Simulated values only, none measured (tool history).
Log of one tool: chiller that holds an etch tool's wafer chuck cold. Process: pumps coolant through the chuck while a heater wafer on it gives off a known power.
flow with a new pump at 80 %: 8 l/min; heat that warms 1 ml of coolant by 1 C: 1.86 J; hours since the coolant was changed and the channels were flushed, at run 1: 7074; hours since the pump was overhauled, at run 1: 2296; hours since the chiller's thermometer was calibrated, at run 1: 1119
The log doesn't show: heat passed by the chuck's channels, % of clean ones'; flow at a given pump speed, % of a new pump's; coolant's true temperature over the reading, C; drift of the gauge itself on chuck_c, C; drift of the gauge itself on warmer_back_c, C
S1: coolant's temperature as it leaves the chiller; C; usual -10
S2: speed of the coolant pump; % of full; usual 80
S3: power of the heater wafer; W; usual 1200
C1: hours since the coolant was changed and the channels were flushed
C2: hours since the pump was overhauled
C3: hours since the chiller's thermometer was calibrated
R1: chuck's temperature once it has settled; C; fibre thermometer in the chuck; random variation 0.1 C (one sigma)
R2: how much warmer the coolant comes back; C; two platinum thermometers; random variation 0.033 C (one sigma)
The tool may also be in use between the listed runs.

run 1 hour=0 | S1=-10 S2=80 S3=1200 | C1=7074 C2=2296 C3=1119 | R1=-1.2 R2=4.78
run 2 hour=73 | S1=-10 S2=80 S3=1200 | C1=7148 C2=2369 C3=1192 | R1=-1.1 R2=4.86
run 3 hour=112.7 | S1=-10 S2=80 S3=1200 | C1=7187 C2=2409 C3=1232 | R1=-1.1 R2=4.87
run 4 hour=178.6 | S1=-10 S2=93 S3=1200 | C1=7253 C2=2475 C3=1298 | R1=-2 R2=4.12
run 5 hour=238.9 | S1=-10 S2=93 S3=1200 | C1=7313 C2=2535 C3=1358 | R1=-2.3 R2=4.12
run 6 hour=277.4 | S1=-10 S2=80 S3=1483 | C1=7352 C2=2574 C3=1396 | R1=1.2 R2=5.97
run 7 hour=311.9 | S1=-10 S2=80 S3=1200 | C1=7386 C2=2608 C3=1431 | R1=-1.1 R2=4.85
run 8 hour=372.1 | S1=-10 S2=80 S3=1200 | C1=7447 C2=2668 C3=1491 | R1=-1.1 R2=4.81
run 9 hour=438.3 | S1=-10 S2=80 S3=1200 | C1=7513 C2=2735 C3=1557 | R1=-1 R2=4.87
run 10 hour=496.9 | S1=-10 S2=80 S3=1200 | C1=7571 C2=2793 C3=1616 | R1=-1 R2=4.85
run 11 hour=527.1 | S1=-10 S2=92 S3=1200 | C1=7602 C2=2823 C3=1646 | R1=-2.1 R2=4.13
run 12 hour=572.1 | S1=-10 S2=92 S3=1200 | C1=7647 C2=2868 C3=1691 | R1=-2.3 R2=4.1
run 13 hour=634.1 | S1=-10 S2=92 S3=1200 | C1=7709 C2=2930 C3=1753 | R1=-2.2 R2=4.16
run 14 hour=687 | S1=-10 S2=80 S3=1200 | C1=7762 C2=2983 C3=1806 | R1=-1.1 R2=4.87
run 15 hour=738.3 | S1=-10 S2=80 S3=944 | C1=7813 C2=3035 C3=1857 | R1=-3 R2=3.75
run 16 hour=800.4 | S1=-10 S2=80 S3=944 | C1=7875 C2=3097 C3=1919 | R1=-2.9 R2=3.83
run 17 hour=868.8 | S1=-10 S2=80 S3=944 | C1=7943 C2=3165 C3=1988 | R1=-3.1 R2=3.86
run 18 hour=933.2 | S1=-10 S2=80 S3=944 | C1=8008 C2=3230 C3=2052 | R1=-3.1 R2=3.83
run 19 hour=1005.2 | S1=-10 S2=63 S3=944 | C1=8080 C2=3302 C3=2124 | R1=-1.2 R2=4.94
run 20 hour=1059.4 | S1=-10 S2=72 S3=1101 | C1=8134 C2=3356 C3=2178 | R1=-1.1 R2=4.99
run 21 hour=1098.1 | S1=-10 S2=72 S3=1101 | C1=8173 C2=3394 C3=2217 | R1=-1 R2=5.02
run 22 hour=1128.9 | S1=-10 S2=72 S3=1101 | C1=8203 C2=3425 C3=2248 | R1=-0.8 R2=4.92
run 23 hour=1163.9 | S1=-10 S2=74 S3=1101 | C1=8238 C2=3460 C3=2283 | R1=-1.1 R2=4.85
-- hour=1176.3 coolant changed, channels flushed
-- hour=1192.3 chiller's thermometer calibrated
run 24 hour=1202.3 | S1=-8 S2=88 S3=1667 | C1=25 C2=3492 C3=10 | R1=3.4 R2=6.02
run 25 hour=1266.9 | S1=-1 S2=85 S3=729 | C1=90 C2=3556 C3=75 | R1=4 R2=2.76

Run 26 comes next. What will it give?
run 26 hour=1313.8 | S1=-11 S2=80 S3=1200 | C1=136 C2=3603 C3=122 | R1=? R2=?

Run 26 gave R1 -2.1 C, R2 4.82 C.
Without the tool's hidden state the same run would have given R1 -2.1 C, R2 4.81 C.
